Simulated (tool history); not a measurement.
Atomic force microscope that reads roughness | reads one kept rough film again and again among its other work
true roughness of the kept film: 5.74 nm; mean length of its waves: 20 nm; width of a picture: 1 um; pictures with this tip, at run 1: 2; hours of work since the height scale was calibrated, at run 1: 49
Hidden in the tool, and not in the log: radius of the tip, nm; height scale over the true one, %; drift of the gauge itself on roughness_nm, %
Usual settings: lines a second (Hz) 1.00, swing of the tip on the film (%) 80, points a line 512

run   hour  lines a second (Hz)  swing of the tip on the film (%)  points a line  pictures with this tip  hours of work since the height scale was calibrated  roughness of the kept film (nm (root mean square))
  1    0.0                 1.00                                80            512                       2                                                   49                                               4.158
  2    9.3                 2.87                                80            512                      26                                                   56                                               3.724
  3   18.0                 1.00                                80            512                      49                                                   62                                               4.144
      29.3  -- new tip fitted
  4   29.3                 1.00                                80            512                       0                                                   70                                               4.145
  5   40.4                 1.00                                80            512                      29                                                   78                                               4.160
  6   51.9                 1.00                                80            512                      58                                                   87                                               4.162
      59.9  -- new tip fitted
  7   61.7                 1.00                                80            512                       5                                                   94                                               4.176
  8   76.4                 1.00                                80            512                      43                                                  105                                               4.132
      89.8  -- new tip fitted
  9   90.4                 1.00                                80            512                       1                                                  115                                               4.165
 10   97.4                 1.00                                80            512                      19                                                  120                                               4.119
 11  106.7                 1.00                                80            512                      43                                                  127                                               4.140
 12  115.5                 1.00                                89            512                      66                                                  134                                               4.007
     120.5  -- new tip fitted
 13  129.7                 1.00                                89            512                      24                                                  144                                               4.030
 14  143.7                 1.44                                65            671                      60                                                  155                                               4.247
     150.6  -- new tip fitted
 15  152.6                 1.44                                65            671                       5                                                  161                                               4.258
 16  160.6                 2.29                                56            497                      26                                                  167                                               4.270

Run 17 comes next. What will it give?
 17  173.7                 2.29                                56            497                      59                                                  177                                                   ?

roughness of the kept film (nm (root mean square)): 4.278
Without the tool's hidden state the same run would have given roughness of the kept film (nm (root mean square)) 4.292.
